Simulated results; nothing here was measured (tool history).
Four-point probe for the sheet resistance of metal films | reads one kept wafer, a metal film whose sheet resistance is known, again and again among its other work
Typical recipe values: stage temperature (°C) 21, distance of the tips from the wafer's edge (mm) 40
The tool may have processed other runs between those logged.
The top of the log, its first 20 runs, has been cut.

| run | hour | stage temperature (°C) | distance of the tips from the wafer's edge (mm) | sheet resistance as the instrument gives it (ohm/square) |
|---|---|---|---|---|
| 21 | 1406.8 | 24 | 4 | 12.492560 |
| 22 | 1488.1 | 21 | 70 | 12.143866 |
| 23 | 1554.1 | 21 | 70 | 12.145382 |
| 24 | 1598.4 | 23 | 31 | 12.108675 |
| 25 | 1667.5 | 23 | 31 | 12.108111 |
| 26 | 1734.6 | 23 | 13 | 12.130782 |
| 27 | 1814.3 | 23 | 13 | 12.130789 |
| 28 | 1864.8 | 23 | 6 | 12.266983 |
| 29 | 1951.1 | 23 | 4 | 12.472609 |
| 30 | 2008.7 | 20 | 15 | 12.155258 |
| 31 | 2063.0 | 28 | 15 | 12.022632 |
| 32 | 2135.1 | 18 | 6 | 12.331156 |
| 33 | 2188.3 | 18 | 6 | 12.328074 |
| 34 | 2228.4 | 34 | 23 | 11.911656 |

What will run 35 give?
|  | 2249.8 | stage's thermometer calibrated |
| 35 | 2284.7 | 34 | 4 | ? |

sheet resistance as the instrument gives it (ohm/square): 12.268177
Without the tool's hidden state the same run would have given sheet resistance as the instrument gives it (ohm/square) 12.316251.

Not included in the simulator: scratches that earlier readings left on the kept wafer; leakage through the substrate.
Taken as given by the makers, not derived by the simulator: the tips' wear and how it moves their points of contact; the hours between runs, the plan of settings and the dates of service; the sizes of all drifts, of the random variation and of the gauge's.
